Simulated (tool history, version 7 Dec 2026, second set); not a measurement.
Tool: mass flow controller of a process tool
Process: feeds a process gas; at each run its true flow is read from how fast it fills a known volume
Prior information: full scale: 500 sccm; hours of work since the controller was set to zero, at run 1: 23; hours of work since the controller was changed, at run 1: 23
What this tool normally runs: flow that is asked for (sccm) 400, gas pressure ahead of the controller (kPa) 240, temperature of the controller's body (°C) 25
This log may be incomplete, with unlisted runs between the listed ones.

run,hour,flow that is asked for (sccm),gas pressure ahead of the controller (kPa),temperature of the controller's body (°C),hours of work since the controller was set to zero,hours of work since the controller was changed,true flow (%)
1,0,400,240,25,23,23,99.65
2,44.9,400,240,31,36,36,99.16
3,104.7,400,240,31,55,55,99.06
4,160.2,400,240,31,72,72,99.05
5,209,400,240,31,87,87,99.13
6,255.7,400,240,31,102,102,99.27
7,331.5,400,240,31,125,125,99.13
8,397.5,400,240,34,146,146,98.94
9,480.3,463,240,25,172,172,99.72
10,549.8,400,163,25,193,193,99.82
11,596.7,400,240,30,208,208,99.19
12,654.2,400,240,30,226,226,99.23
13,694,400,240,30,238,238,99.3
14,738.7,400,240,30,252,252,99.34
15,825.4,400,240,32,279,279,99.11
16,905.2,261,195,32,304,304,99.15
17,958.7,240,240,26,320,320,99.55
18,1012.2,240,264,22,337,337,99.79
19,1073.7,383,279,34,356,356,98.88
20,1115.8,383,279,34,369,369,98.95
21,1155.7,91,165,25,381,381,99.95
22,1243.9,91,165,25,409,409,100

Run 23 comes next. What will it give?
23,1293.9,91,165,25,424,424,?

true flow (%): 100.15
Were there no unlogged condition in the tool, this run, its random variation unchanged, would have produced true flow (%) 99.85.
